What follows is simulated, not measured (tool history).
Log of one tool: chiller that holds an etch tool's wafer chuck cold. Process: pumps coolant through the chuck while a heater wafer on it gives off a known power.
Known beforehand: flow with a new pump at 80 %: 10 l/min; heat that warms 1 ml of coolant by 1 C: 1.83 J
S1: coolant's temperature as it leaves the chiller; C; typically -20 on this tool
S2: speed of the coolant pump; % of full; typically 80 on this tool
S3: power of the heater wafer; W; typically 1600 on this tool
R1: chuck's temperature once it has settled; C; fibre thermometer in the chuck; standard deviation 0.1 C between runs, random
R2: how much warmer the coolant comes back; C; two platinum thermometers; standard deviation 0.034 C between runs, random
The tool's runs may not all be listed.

| run | hour | S1 | S2 | S3 | R1 | R2 |
|---|---|---|---|---|---|---|
| 1 | 0 | -20 | 80 | 1600 | -3.8 | 5.24 |
| 2 | 134.4 | -20 | 80 | 1600 | -3.9 | 5.24 |
| 3 | 271.2 | -20 | 80 | 1600 | -3.6 | 5.21 |
| 4 | 380.4 | -20 | 65 | 1600 | -1.1 | 6.58 |
| 5 | 530.8 | -20 | 65 | 1600 | -1 | 6.6 |
| 6 | 660.6 | -20 | 80 | 1600 | -3.8 | 5.18 |
| 7 | 734.1 | -20 | 80 | 1600 | -3.8 | 5.11 |
| 8 | 888.8 | -28 | 80 | 1600 | -11.8 | 5.05 |
| 9 | 1021.5 | -28 | 80 | 1600 | -11.8 | 5.08 |
| 10 | 1151.5 | -28 | 80 | 1600 | -11.7 | 5.11 |
| 11 | 1234.4 | -20 | 80 | 2081 | 0.9 | 6.68 |
| 12 | 1387.9 | -20 | 80 | 1933 | -0.5 | 6.05 |
| 13 | 1477.3 | -20 | 80 | 1600 | -3.8 | 4.99 |
| 14 | 1582.3 | -20 | 73 | 1600 | -2.8 | 5.62 |
| 15 | 1663.4 | -20 | 80 | 1600 | -3.8 | 4.94 |
| 16 | 1738.6 | -20 | 80 | 1996 | 0.2 | 6.27 |
|  | 1753.4 | chiller's thermometer calibrated |
| 17 | 1850.5 | -11 | 62 | 2363 | 17.9 | 10.09 |
| 18 | 1956.1 | -11 | 62 | 2363 | 17.9 | 10.13 |
| 19 | 2075 | -11 | 62 | 2363 | 17.9 | 10.05 |
| 20 | 2147.6 | -11 | 62 | 2363 | 17.9 | 9.97 |
| 21 | 2294.3 | -15 | 83 | 1103 | -4.1 | 3.09 |
| 22 | 2367.1 | -15 | 83 | 1235 | -2.8 | 3.48 |
| 23 | 2453.3 | -15 | 83 | 1235 | -2.6 | 3.51 |
| 24 | 2563.8 | -15 | 83 | 1235 | -3 | 3.48 |
|  | 2606.6 | gauge calibrated |
| 25 | 2726.5 | -15 | 63 | 974 | -3.2 | 4.21 |
| 26 | 2844.7 | -26 | 63 | 846 | -15.7 | 3.62 |
| 27 | 2988.7 | -26 | 80 | 846 | -17.4 | 2.67 |
| 28 | 3067.8 | -21 | 71 | 1384 | -5.8 | 5.14 |
| 29 | 3205.9 | -21 | 89 | 1080 | -11 | 3.07 |
| 30 | 3355.1 | -21 | 89 | 1080 | -11.1 | 3.02 |
| 31 | 3453.8 | -21 | 89 | 1080 | -11 | 3.01 |

4 ways to go on from here, each from the tool as it stands after run 31. What would each give?
| A | 3602.1 | -20 | 84 | 1190 | ? | ? |
| B | 3602.1 | -20 | 80 | 2199 | ? | ? |
| C | 3602.1 | -25 | 95 | 1346 | ? | ? |
| D | 3602.1 | -24 | 80 | 1600 | ? | ? |

| run | R1 | R2 |
|---|---|---|
| A | -8.4 | 3.49 |
| B | 2.3 | 7.11 |
| C | -13.2 | 3.5 |
| D | -7.7 | 5.14 |
Stripped of hidden state, with their random variation kept, the same runs would have yielded:
| run | R1 | R2 |
|---|---|---|
| A | -8.4 | 3.65 |
| B | 2.2 | 7.27 |
| C | -13.2 | 3.66 |
| D | -7.7 | 5.3 |
